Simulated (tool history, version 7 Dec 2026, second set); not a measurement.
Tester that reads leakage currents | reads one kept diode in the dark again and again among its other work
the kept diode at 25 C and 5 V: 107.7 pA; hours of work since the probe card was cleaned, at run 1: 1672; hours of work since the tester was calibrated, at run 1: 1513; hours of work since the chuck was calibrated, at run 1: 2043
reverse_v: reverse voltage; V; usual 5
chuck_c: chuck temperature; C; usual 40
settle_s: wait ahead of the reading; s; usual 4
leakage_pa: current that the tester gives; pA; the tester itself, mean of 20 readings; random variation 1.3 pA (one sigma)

run,hour,reverse_v,chuck_c,settle_s,hours of work since the probe card was cleaned,hours of work since the tester was calibrated,hours of work since the chuck was calibrated,leakage_pa
1,0,5,40,4,1672,1513,2043,399.84
2,49.9,5,40,4,1710,1551,2081,398.73
3,82.4,5,40,4,1734,1575,2105,397.13
4,104.8,5,40,4,1751,1592,2122,398.29
5,150.5,5,40,4,1785,1626,2156,396.74
# hour 164.4: chuck's temperature calibrated
6,173.8,16.19,24,0.35,1801,1642,7,212.71
7,221.5,16.19,24,0.35,1837,1678,43,210.39
8,251.1,13.96,60,0.33,1859,1700,65,3826.73
9,285.1,3.5,40,0.39,1885,1726,91,345.89
10,308.8,5,40,1.22,1903,1744,108,419.61

4 ways to go on from here, each from the tool as it stands after run 10. What would each give?
A,348,12.12,40,1.96,1932,1773,138,?
B,348,15.76,60,2.39,1932,1773,138,?
C,348,3.04,40,1.16,1932,1773,138,?
D,348,5.07,37,9.34,1932,1773,138,?

run,leakage_pa
A,690.95
B,4075.48
C,316.31
D,326.54
Without the tool's hidden state the same runs would have given:
run,leakage_pa
A,697.61
B,4183.31
C,322.91
D,330.72
